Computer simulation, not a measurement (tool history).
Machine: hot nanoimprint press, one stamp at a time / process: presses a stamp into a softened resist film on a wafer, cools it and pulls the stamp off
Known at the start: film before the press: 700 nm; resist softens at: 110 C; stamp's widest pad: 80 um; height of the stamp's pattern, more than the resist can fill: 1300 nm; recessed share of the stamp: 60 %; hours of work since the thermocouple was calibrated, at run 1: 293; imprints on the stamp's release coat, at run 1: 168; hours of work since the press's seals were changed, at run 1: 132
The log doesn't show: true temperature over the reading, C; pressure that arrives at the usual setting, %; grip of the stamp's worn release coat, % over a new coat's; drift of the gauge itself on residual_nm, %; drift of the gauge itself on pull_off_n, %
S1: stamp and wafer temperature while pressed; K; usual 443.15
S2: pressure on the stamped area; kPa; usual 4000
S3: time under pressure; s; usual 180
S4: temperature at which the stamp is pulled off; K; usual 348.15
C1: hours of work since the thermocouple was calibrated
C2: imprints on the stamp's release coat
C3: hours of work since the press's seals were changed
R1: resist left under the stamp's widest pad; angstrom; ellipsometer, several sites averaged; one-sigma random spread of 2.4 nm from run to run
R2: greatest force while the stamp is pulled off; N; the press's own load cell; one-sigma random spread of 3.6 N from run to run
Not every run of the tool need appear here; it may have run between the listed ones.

Run 1, hour 0: usual settings; C1 293; C2 168; C3 132. Result: R1 4087 angstrom, R2 182 N.
Run 2, hour 55.1: usual settings; C1 316; C2 309; C3 155. Result: R1 4108 angstrom, R2 182 N.
Run 3, hour 94.8: usual settings; C1 333; C2 411; C3 172. Result: R1 4141 angstrom, R2 179 N.
Run 4, hour 119.3: usual settings; C1 343; C2 474; C3 182. Result: R1 4115 angstrom, R2 191 N.
At hour 163.2: stamp cleaned and given a new release coat.
Run 5, hour 176.1: usual settings; C1 364; C2 33; C3 204. Result: R1 4111 angstrom, R2 174 N.
Run 6, hour 220.6: usual settings; C1 383; C2 147; C3 222. Result: R1 4182 angstrom, R2 181 N.
Run 7, hour 262.1: usual settings; C1 400; C2 254; C3 240. Result: R1 4129 angstrom, R2 179 N.
Run 8, hour 299.8: usual settings; C1 416; C2 351; C3 256. Result: R1 4167 angstrom, R2 189 N.
Run 9, hour 338.7: usual settings; C1 433; C2 451; C3 272. Result: R1 4163 angstrom, R2 195 N.
At hour 354.5: plate thermocouple calibrated.
Run 10, hour 370.4: usual settings but S4 336.15 K; C1 7; C2 525; C3 284. Result: R1 3955 angstrom, R2 230 N.
At hour 396.9: stamp cleaned and given a new release coat.
Run 11, hour 407.8: usual settings but S4 336.15 K; C1 20; C2 28; C3 298. Result: R1 4001 angstrom, R2 211 N.
Run 12, hour 457.4: usual settings but S4 336.15 K; C1 41; C2 155; C3 318. Result: R1 3995 angstrom, R2 220 N.
Run 13, hour 516.5: usual settings but S4 336.15 K; C1 66; C2 307; C3 343. Result: R1 4029 angstrom, R2 228 N.
Run 14, hour 561.8: usual settings but S2 5220 kPa, S4 336.15 K; C1 85; C2 424; C3 362. Result: R1 3560 angstrom, R2 217 N.
Run 15, hour 596.5: usual settings but S1 434.15 K, S2 4210 kPa, S3 191 s, S4 342.15 K; C1 99; C2 513; C3 377. Result: R1 5162 angstrom, R2 213 N.
At hour 630.2: stamp cleaned and given a new release coat.
Run 16, hour 651: usual settings but S2 4120 kPa, S3 110 s; C1 120; C2 54; C3 398. Result: R1 4651 angstrom, R2 175 N.
Run 17, hour 703.9: usual settings but S1 442.15 K, S2 5900 kPa; C1 142; C2 189; C3 420. Result: R1 3509 angstrom, R2 180 N.
Run 18, hour 752.5: usual settings but S1 442.15 K, S2 5900 kPa; C1 163; C2 315; C3 440. Result: R1 3559 angstrom, R2 187 N.
Run 19, hour 806.4: usual settings but S2 4050 kPa, S3 184 s; C1 185; C2 453; C3 463. Result: R1 4018 angstrom, R2 183 N.
Run 20, hour 837.4: usual settings but S2 4050 kPa, S3 184 s; C1 199; C2 533; C3 476. Result: R1 4053 angstrom, R2 189 N.
At hour 861.5: stamp cleaned and given a new release coat.
Run 21, hour 879.2: usual settings but S2 4050 kPa, S3 184 s; C1 214; C2 46; C3 491. Result: R1 4072 angstrom, R2 175 N.
Run 22, hour 934: usual settings but S1 432.15 K, S2 4050 kPa, S3 184 s; C1 237; C2 187; C3 514. Result: R1 5616 angstrom, R2 186 N.
Run 23, hour 970.3: usual settings but S1 432.15 K, S2 4050 kPa, S3 184 s; C1 252; C2 280; C3 530. Result: R1 5646 angstrom, R2 183 N.
Run 24, hour 1029.6: usual settings but S1 432.15 K, S2 4050 kPa, S3 184 s; C1 277; C2 433; C3 555. Result: R1 5673 angstrom, R2 188 N.
At hour 1090.4: stamp cleaned and given a new release coat.
Run 25, hour 1090.4: usual settings but S1 449.15 K, S2 4050 kPa, S3 125 s; C1 300; C2 0; C3 578. Result: R1 3801 angstrom, R2 178 N.
At hour 1130.4: press's hydraulic seals changed and the load cell set to zero.
Run 26, hour 1153.7: usual settings but S1 440.15 K, S2 3450 kPa, S3 122 s, S4 345.15 K; C1 323; C2 143; C3 10. Result: R1 5235 angstrom, R2 193 N.
Run 27, hour 1201.4: usual settings but S1 440.15 K, S2 3450 kPa, S3 122 s, S4 345.15 K; C1 344; C2 265; C3 30. Result: R1 5253 angstrom, R2 194 N.
Run 28, hour 1244.8: usual settings but S1 440.15 K, S2 6300 kPa, S3 206 s, S4 345.15 K; C1 362; C2 377; C3 48. Result: R1 3568 angstrom, R2 197 N.

Here are 3 independent what-if runs from the current tool condition. What would each one return?
Run A, hour 1273.3: usual settings but S3 114 s; C1 374; C2 450; C3 60. Result: R1 ?, R2 ?.
Run B, hour 1273.3: usual settings but S1 450.15 K, S2 3700 kPa; C1 374; C2 450; C3 60. Result: R1 ?, R2 ?.
Run C, hour 1273.3: usual settings but S1 454.15 K, S2 6300 kPa, S3 206 s, S4 345.15 K; C1 374; C2 450; C3 60. Result: R1 ?, R2 ?.

run    R1   R2
  A  4602  189
  B  3377  201
  C  2080  199
With the hidden condition removed and each run's random variation left untouched, the same runs would have given:
run    R1   R2
  A  4404  169
  B  3208  180
  C  1968  178

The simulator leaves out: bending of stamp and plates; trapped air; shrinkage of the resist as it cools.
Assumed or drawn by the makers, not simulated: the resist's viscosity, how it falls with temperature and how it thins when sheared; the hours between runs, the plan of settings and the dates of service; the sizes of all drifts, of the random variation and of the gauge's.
